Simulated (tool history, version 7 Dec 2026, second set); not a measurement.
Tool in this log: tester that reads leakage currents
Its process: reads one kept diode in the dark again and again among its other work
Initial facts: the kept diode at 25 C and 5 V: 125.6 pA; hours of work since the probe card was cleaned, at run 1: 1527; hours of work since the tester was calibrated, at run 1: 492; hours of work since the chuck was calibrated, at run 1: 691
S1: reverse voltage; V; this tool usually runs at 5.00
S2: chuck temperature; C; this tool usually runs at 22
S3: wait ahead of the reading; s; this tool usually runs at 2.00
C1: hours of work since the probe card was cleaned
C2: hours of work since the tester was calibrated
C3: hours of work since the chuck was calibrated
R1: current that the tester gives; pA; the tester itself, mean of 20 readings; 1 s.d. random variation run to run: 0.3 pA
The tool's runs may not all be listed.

| run | hour | S1 | S2 | S3 | C1 | C2 | C3 | R1 |
|---|---|---|---|---|---|---|---|---|
| 1 | 0.0 | 5.00 | 22 | 2.00 | 1527 | 492 | 691 | 100.40 |
| 2 | 20.9 | 5.00 | 31 | 2.00 | 1542 | 507 | 706 | 196.33 |
| 3 | 39.8 | 5.00 | 22 | 2.00 | 1556 | 521 | 720 | 100.52 |
| 4 | 70.2 | 5.00 | 22 | 2.00 | 1578 | 543 | 742 | 99.63 |
| 5 | 107.1 | 5.00 | 22 | 2.00 | 1605 | 570 | 769 | 100.48 |
| 6 | 123.9 | 5.00 | 22 | 2.00 | 1617 | 582 | 781 | 100.37 |
| 7 | 142.4 | 5.00 | 53 | 2.00 | 1631 | 596 | 795 | 888.85 |
| 8 | 171.9 | 5.00 | 53 | 2.00 | 1652 | 617 | 816 | 888.68 |
| 9 | 194.5 | 5.00 | 53 | 2.00 | 1669 | 634 | 833 | 892.36 |
| 10 | 224.1 | 5.00 | 53 | 2.00 | 1691 | 655 | 855 | 889.27 |
| 11 | 249.7 | 5.00 | 53 | 2.00 | 1709 | 674 | 873 | 892.88 |
| 12 | 282.4 | 3.16 | 22 | 2.00 | 1733 | 698 | 897 | 84.49 |
| 13 | 301.2 | 3.16 | 22 | 2.00 | 1747 | 712 | 911 | 84.57 |
| 14 | 320.0 | 3.16 | 22 | 2.00 | 1761 | 725 | 925 | 84.38 |
| 15 | 354.3 | 3.16 | 22 | 2.00 | 1786 | 751 | 950 | 85.01 |
| 16 | 384.7 | 5.00 | 22 | 2.00 | 1808 | 773 | 972 | 100.98 |
| 17 | 403.6 | 5.00 | 22 | 2.00 | 1822 | 787 | 986 | 100.46 |
| 18 | 441.1 | 5.00 | 22 | 2.00 | 1849 | 814 | 1013 | 100.25 |
|  | 461.3 | chuck's temperature calibrated |
| 19 | 481.7 | 5.00 | 22 | 5.42 | 1877 | 842 | 15 | 100.00 |
| 20 | 508.0 | 5.00 | 24 | 2.00 | 1897 | 861 | 34 | 116.93 |
| 21 | 543.0 | 1.88 | 47 | 1.08 | 1922 | 887 | 60 | 419.87 |
| 22 | 574.1 | 3.45 | 45 | 3.94 | 1945 | 910 | 82 | 461.53 |
| 23 | 600.7 | 5.00 | 43 | 2.00 | 1964 | 929 | 102 | 461.96 |

Run 24 has not been measured yet. What should we expect?
| 24 | 621.7 | 5.00 | 33 | 1.55 | 1980 | 945 | 117 | ? |

{"run 24": {"R1": 228.15}}
With the hidden condition absent and the run-to-run variation left alone, this run would have shown R1 228.15 pA.

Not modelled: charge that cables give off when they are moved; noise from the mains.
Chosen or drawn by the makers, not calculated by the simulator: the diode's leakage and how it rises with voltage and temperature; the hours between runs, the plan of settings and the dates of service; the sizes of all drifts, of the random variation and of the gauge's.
